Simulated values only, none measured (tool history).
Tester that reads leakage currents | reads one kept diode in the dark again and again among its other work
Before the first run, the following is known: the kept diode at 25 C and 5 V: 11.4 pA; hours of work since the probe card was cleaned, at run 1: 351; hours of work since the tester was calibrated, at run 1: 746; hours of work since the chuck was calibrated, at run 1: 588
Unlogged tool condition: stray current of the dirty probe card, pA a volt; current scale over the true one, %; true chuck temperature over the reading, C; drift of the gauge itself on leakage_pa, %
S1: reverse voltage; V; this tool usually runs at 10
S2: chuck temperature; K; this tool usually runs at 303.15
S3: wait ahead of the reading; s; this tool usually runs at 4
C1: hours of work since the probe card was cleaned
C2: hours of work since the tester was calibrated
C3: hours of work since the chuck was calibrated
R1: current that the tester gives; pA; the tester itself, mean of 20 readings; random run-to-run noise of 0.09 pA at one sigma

| run | hour | S1 | S2 | S3 | C1 | C2 | C3 | R1 |
|---|---|---|---|---|---|---|---|---|
| 1 | 0 | 10 | 303.15 | 4 | 351 | 746 | 588 | 24.23 |
| 2 | 99.1 | 1.2 | 303.15 | 4 | 407 | 801 | 643 | 9.12 |
| 3 | 251.1 | 11.9 | 303.15 | 4 | 491 | 886 | 728 | 26.27 |
| 4 | 362.1 | 10 | 303.15 | 4 | 553 | 947 | 790 | 24.22 |
| 5 | 457.8 | 10 | 303.15 | 4 | 606 | 1001 | 843 | 23.93 |
| 6 | 587.5 | 10 | 303.15 | 4 | 678 | 1073 | 915 | 24 |
| 7 | 711.1 | 10 | 303.15 | 4 | 747 | 1142 | 984 | 23.95 |
| 8 | 821.6 | 10 | 303.15 | 2.98 | 809 | 1203 | 1045 | 24.09 |
| 9 | 908.9 | 10.9 | 303.15 | 4 | 857 | 1252 | 1094 | 25.07 |
| 10 | 1029.1 | 10 | 303.15 | 1.2 | 924 | 1319 | 1161 | 24.52 |
|  | 1076.8 | chuck's temperature calibrated |
| 11 | 1158.7 | 8.7 | 303.15 | 1.2 | 995 | 1390 | 46 | 25.55 |
| 12 | 1266.5 | 10 | 303.15 | 4 | 1055 | 1450 | 106 | 26.67 |
| 13 | 1386.7 | 10 | 303.15 | 4 | 1122 | 1517 | 172 | 26.76 |
| 14 | 1463.4 | 10 | 296.15 | 4 | 1165 | 1559 | 215 | 15.22 |
| 15 | 1545.5 | 10 | 303.15 | 4 | 1211 | 1605 | 261 | 26.42 |
| 16 | 1654.1 | 10 | 303.15 | 4 | 1271 | 1666 | 321 | 26.42 |
| 17 | 1753.6 | 10 | 303.15 | 4 | 1327 | 1721 | 377 | 26.26 |
| 18 | 1834 | 10 | 303.15 | 4 | 1371 | 1766 | 422 | 26.26 |
| 19 | 1944.9 | 10 | 330.15 | 4 | 1433 | 1828 | 483 | 228.41 |
| 20 | 2097.8 | 10 | 303.15 | 4 | 1518 | 1913 | 568 | 26.25 |
| 21 | 2178 | 10 | 303.15 | 4 | 1563 | 1957 | 613 | 26.25 |
| 22 | 2252.4 | 2.4 | 310.15 | 4 | 1604 | 1999 | 655 | 23.39 |
| 23 | 2376.1 | 7.7 | 294.15 | 0.96 | 1673 | 2068 | 723 | 12.25 |
| 24 | 2487.9 | 13 | 294.15 | 0.96 | 1735 | 2130 | 786 | 17.16 |
|  | 2560 | tester calibrated |
| 25 | 2607.1 | 13 | 294.15 | 8.84 | 1801 | 26 | 851 | 16.13 |
| 26 | 2679.5 | 13 | 325.15 | 1.07 | 1841 | 67 | 891 | 170.76 |
| 27 | 2779.9 | 12.1 | 297.15 | 4.73 | 1897 | 122 | 947 | 18.94 |
| 28 | 2915.1 | 12.1 | 310.15 | 0.97 | 1972 | 198 | 1022 | 51.07 |
| 29 | 3010.8 | 12.1 | 310.15 | 0.97 | 2025 | 251 | 1076 | 51.01 |
| 30 | 3144.4 | 12.1 | 310.15 | 0.97 | 2100 | 325 | 1150 | 50.63 |
|  | 3208.2 | chuck's temperature calibrated |
| 31 | 3262.1 | 12.1 | 310.15 | 0.97 | 2164 | 390 | 30 | 57.68 |
| 32 | 3365.8 | 9.1 | 310.15 | 7.12 | 2222 | 448 | 88 | 48.74 |
| 33 | 3515.5 | 10 | 303.15 | 0.93 | 2305 | 531 | 171 | 30.56 |
| 34 | 3626.2 | 1.6 | 313.15 | 5.51 | 2367 | 593 | 233 | 27.27 |
| 35 | 3775.7 | 1.6 | 313.15 | 5.51 | 2450 | 676 | 316 | 26.8 |
| 36 | 3845.7 | 1.6 | 313.15 | 5.51 | 2489 | 715 | 355 | 26.78 |
|  | 3873.7 | probe card cleaned and baked |
| 37 | 3930.3 | 1.6 | 313.15 | 5.51 | 32 | 760 | 400 | 25.81 |
| 38 | 4052.1 | 1.6 | 313.15 | 0.56 | 99 | 828 | 468 | 25.93 |
| 39 | 4130.8 | 10.2 | 317.15 | 0.6 | 143 | 872 | 512 | 82.2 |

Here are 4 independent what-if runs from the current tool condition. What would each one return?
| A | 4266 | 19.9 | 300.15 | 1.47 | 218 | 947 | 587 | ? |
| B | 4266 | 10.2 | 317.15 | 2.59 | 218 | 947 | 587 | ? |
| C | 4266 | 10.2 | 300.15 | 5.14 | 218 | 947 | 587 | ? |
| D | 4266 | 10.2 | 331.15 | 0.38 | 218 | 947 | 587 | ? |

| run | R1 |
|---|---|
| A | 26.23 |
| B | 79.89 |
| C | 18.16 |
| D | 248.9 |
With the hidden condition removed and each run's random variation left untouched, the same runs would have given:
| run | R1 |
|---|---|
| A | 27.11 |
| B | 84.98 |
| C | 19.04 |
| D | 264.43 |
